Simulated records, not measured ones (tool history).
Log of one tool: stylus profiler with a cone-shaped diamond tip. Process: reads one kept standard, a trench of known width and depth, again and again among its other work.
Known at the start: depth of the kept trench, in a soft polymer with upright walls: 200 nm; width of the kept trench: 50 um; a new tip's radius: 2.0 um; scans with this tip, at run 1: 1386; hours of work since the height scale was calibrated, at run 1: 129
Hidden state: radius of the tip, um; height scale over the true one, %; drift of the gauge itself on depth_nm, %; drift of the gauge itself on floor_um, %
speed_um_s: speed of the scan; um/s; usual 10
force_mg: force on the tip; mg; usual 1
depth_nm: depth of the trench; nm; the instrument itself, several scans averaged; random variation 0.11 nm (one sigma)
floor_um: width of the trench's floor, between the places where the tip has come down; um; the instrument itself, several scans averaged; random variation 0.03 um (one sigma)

run	hour	speed_um_s	force_mg	scans with this tip	hours of work since the height scale was calibrated	depth_nm	floor_um
1	0	10	1	1386	129	201.19	48.12
2	34.9	10	2.41	1598	148	202.13	48.21
3	79.7	10	2.41	1869	173	202.37	48.05
4	104.6	14	1	2020	187	201.18	48.07
5	154.6	5	1	2323	215	200.92	48.15
6	186.7	5	1	2518	233	201.12	48.16
7	235.3	5	1	2812	261	201.19	48.17
8	276.7	10	0.8	3063	284	200.9	48.08
9	304.7	10	1	3233	300	201.06	48.1
10	353.7	10	1.71	3530	327	201.71	48.09
11	384.7	10	0.38	3717	345	200.44	48.04
12	431.9	10	0.38	4003	371	200.61	47.99
13	452.8	10	1	4130	383	200.87	48.01
14	496.4	10	1	4394	407	200.83	48.05
15	543.6	10	1	4680	434	200.82	48.01
16	581.5	10	0.63	4910	455	200.66	48.02
17	617.5	10	1	5128	475	200.91	47.95
18	648.1	10	1	5314	493	200.8	48.02
19	685	10	1	5537	513	200.79	48.01
20	733	10	1	5828	540	200.94	48.06
21	758.5	10	1	5983	555	200.62	48.01
22	787.2	10	1	6157	571	200.85	47.99
23	815.8	37	1	6330	587	200.9	47.78
24	849.4	37	1	6534	606	200.89	47.81
25	887.9	10	1.68	6767	627	201.33	47.96
26	909	9	0.41	6895	639	200.09	47.88
27	938.8	10	0.44	7075	656	200.19	47.9
28	964.6	10	0.56	7232	670	200.35	47.92
29	1007.9	11	0.51	7494	695	200.32	47.91
30	1058.8	14	1.37	7802	723	200.93	47.96
31	1104.5	16	2.36	8080	749	201.66	47.85
32	1154.5	16	2.25	8382	777	201.62	47.92
33	1180	16	2.25	8537	791	201.32	47.88
34	1214.8	16	2.25	8748	811	201.42	47.82
35	1248.1	13	1.64	8949	830	201.11	47.87
36	1291.5	5	1.38	9213	854	201.04	47.92
37	1339.8	5	1.38	9505	881	200.92	47.88
38	1369.3	2	1.2	9684	898	200.53	47.9
39	1393.9	2	1.2	9833	912	200.59	47.88
40	1445	5	0.77	10143	940	200.31	47.91
41	1495.3	10	0.9	10448	969	200.31	47.82
42	1517.5	5	2.9	10582	981	201.76	47.88
43	1559.9	5	2.9	10839	1005	201.8	47.95
44	1599.8	5	2.9	11081	1027	201.83	47.8
45	1629.2	5	1.18	11259	1044	200.5	47.81
46	1663.9	31	1.18	11469	1063	200.58	47.65

Forecast each of these 4 alternatives for the next run:
A	1710.3	32	0.69	11751	1089	?	?
B	1710.3	3	0.88	11751	1089	?	?
C	1710.3	26	2.3	11751	1089	?	?
D	1710.3	10	0.44	11751	1089	?	?

run	depth_nm	floor_um
A	200.04	47.58
B	200.3	47.8
C	201.24	47.69
D	199.53	47.78
Without the tool's hidden state the same runs would have given:
run	depth_nm	floor_um
A	200.98	47.97
B	201.24	48.19
C	202.19	48.08
D	200.47	48.17

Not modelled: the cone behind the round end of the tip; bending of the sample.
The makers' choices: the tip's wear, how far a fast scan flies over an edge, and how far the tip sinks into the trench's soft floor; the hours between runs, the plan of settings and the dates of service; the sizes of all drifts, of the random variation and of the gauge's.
